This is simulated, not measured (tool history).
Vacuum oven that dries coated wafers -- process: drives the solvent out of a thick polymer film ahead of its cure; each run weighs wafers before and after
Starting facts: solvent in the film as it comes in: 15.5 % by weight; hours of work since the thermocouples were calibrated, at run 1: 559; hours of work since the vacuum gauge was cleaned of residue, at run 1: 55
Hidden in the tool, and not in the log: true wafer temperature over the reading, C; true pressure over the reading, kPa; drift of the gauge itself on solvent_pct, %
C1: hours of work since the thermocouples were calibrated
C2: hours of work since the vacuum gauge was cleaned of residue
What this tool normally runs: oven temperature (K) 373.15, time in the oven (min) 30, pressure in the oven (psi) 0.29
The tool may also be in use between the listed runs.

Run 1, hour 0: usual settings; C1 559; C2 55. Result: solvent left in the film (%) 1.57.
Run 2, hour 8.6: usual settings but oven temperature (K) 360.15; C1 563; C2 59. Result: solvent left in the film (%) 4.25.
Run 3, hour 14: usual settings but oven temperature (K) 360.15; C1 565; C2 61. Result: solvent left in the film (%) 4.37.
Run 4, hour 24.6: usual settings but oven temperature (K) 360.15, pressure in the oven (psi) 0.165; C1 569; C2 66. Result: solvent left in the film (%) 3.85.
Run 5, hour 34.3: usual settings but oven temperature (K) 360.15, pressure in the oven (psi) 0.165; C1 574; C2 70. Result: solvent left in the film (%) 3.88.
Run 6, hour 43.7: usual settings but oven temperature (K) 360.15, pressure in the oven (psi) 0.165; C1 578; C2 74. Result: solvent left in the film (%) 3.84.
Run 7, hour 56.4: usual settings but oven temperature (K) 360.15, pressure in the oven (psi) 0.165; C1 583; C2 79. Result: solvent left in the film (%) 3.82.
Run 8, hour 67.7: usual settings; C1 588; C2 84. Result: solvent left in the film (%) 1.59.
Run 9, hour 73.8: usual settings; C1 591; C2 87. Result: solvent left in the film (%) 1.51.
Run 10, hour 80.3: usual settings; C1 594; C2 90. Result: solvent left in the film (%) 1.57.
Run 11, hour 89: usual settings; C1 597; C2 94. Result: solvent left in the film (%) 1.52.
Run 12, hour 95.2: usual settings; C1 600; C2 96. Result: solvent left in the film (%) 1.53.
Run 13, hour 102.6: usual settings; C1 603; C2 99. Result: solvent left in the film (%) 1.48.
Run 14, hour 113.4: usual settings but time in the oven (min) 17; C1 608; C2 104. Result: solvent left in the film (%) 3.36.
Run 15, hour 119.7: usual settings but pressure in the oven (psi) 0.437; C1 611; C2 107. Result: solvent left in the film (%) 1.83.
Run 16, hour 126.9: usual settings but pressure in the oven (psi) 0.437; C1 614; C2 110. Result: solvent left in the film (%) 1.89.
Run 17, hour 135.1: usual settings; C1 617; C2 113. Result: solvent left in the film (%) 1.64.
Run 18, hour 146: usual settings but time in the oven (min) 23; C1 622; C2 118. Result: solvent left in the film (%) 2.31.
Run 19, hour 158.6: usual settings but oven temperature (K) 362.15, time in the oven (min) 16, pressure in the oven (psi) 1.025; C1 627; C2 124. Result: solvent left in the film (%) 7.96.
Run 20, hour 167.6: usual settings but oven temperature (K) 362.15, time in the oven (min) 16, pressure in the oven (psi) 1.025; C1 631; C2 128. Result: solvent left in the film (%) 7.94.
Run 21, hour 174: usual settings but oven temperature (K) 362.15, time in the oven (min) 18, pressure in the oven (psi) 0.174; C1 634; C2 130. Result: solvent left in the film (%) 5.68.
Run 22, hour 181.6: usual settings but oven temperature (K) 376.15, time in the oven (min) 16, pressure in the oven (psi) 0.205; C1 637; C2 134. Result: solvent left in the film (%) 2.66.
At hour 184.7: oven's thermocouples calibrated.
Run 23, hour 189.9: usual settings but oven temperature (K) 376.15, time in the oven (min) 16, pressure in the oven (psi) 0.205; C1 2; C2 136. Result: solvent left in the film (%) 2.81.
Run 24, hour 198: usual settings but oven temperature (K) 386.15, time in the oven (min) 16, pressure in the oven (psi) 0.205; C1 6; C2 140. Result: solvent left in the film (%) 1.14.
Run 25, hour 204: usual settings but oven temperature (K) 384.15, time in the oven (min) 45, pressure in the oven (psi) 1.007; C1 8; C2 142. Result: solvent left in the film (%) 1.72.
Run 26, hour 215: usual settings but pressure in the oven (psi) 0.654; C1 13; C2 147. Result: solvent left in the film (%) 2.48.
Run 27, hour 224.5: usual settings but oven temperature (K) 362.15, time in the oven (min) 44; C1 17; C2 151. Result: solvent left in the film (%) 2.38.
At hour 234.2: oven's thermocouples calibrated, once more.
Run 28, hour 234.3: usual settings but time in the oven (min) 27, pressure in the oven (psi) 0.149; C1 0; C2 155. Result: solvent left in the film (%) 1.43.
Run 29, hour 243.9: usual settings but oven temperature (K) 375.15, time in the oven (min) 19, pressure in the oven (psi) 0.696; C1 4; C2 159. Result: solvent left in the film (%) 3.31.
Run 30, hour 251.2: usual settings but time in the oven (min) 36; C1 7; C2 162. Result: solvent left in the film (%) 1.2.
Run 31, hour 256.9: usual settings but oven temperature (K) 380.15, time in the oven (min) 33, pressure in the oven (psi) 0.19; C1 10; C2 164. Result: solvent left in the film (%) 0.56.
Run 32, hour 267.5: usual settings but oven temperature (K) 380.15, time in the oven (min) 16, pressure in the oven (psi) 0.78; C1 14; C2 169. Result: solvent left in the film (%) 3.04.
Run 33, hour 278.2: usual settings but oven temperature (K) 377.15, time in the oven (min) 21; C1 19; C2 174. Result: solvent left in the film (%) 1.81.
Run 34, hour 287.4: usual settings but oven temperature (K) 379.15, pressure in the oven (psi) 0.828; C1 23; C2 178. Result: solvent left in the film (%) 1.95.

How the hidden state differs across the entries between the runs, from the last listed run before each to the first after it:
Between runs 22 and 23: oven's thermocouples calibrated (hour 184.7)
  true wafer temperature over the reading, C: 0.13 -> 0.17; true pressure over the reading, kPa: 0.033 -> 0.034
Between runs 27 and 28: oven's thermocouples calibrated, once more (hour 234.2)
  true wafer temperature over the reading, C: 0.19 -> 0.08; true pressure over the reading, kPa: 0.038 -> 0.039

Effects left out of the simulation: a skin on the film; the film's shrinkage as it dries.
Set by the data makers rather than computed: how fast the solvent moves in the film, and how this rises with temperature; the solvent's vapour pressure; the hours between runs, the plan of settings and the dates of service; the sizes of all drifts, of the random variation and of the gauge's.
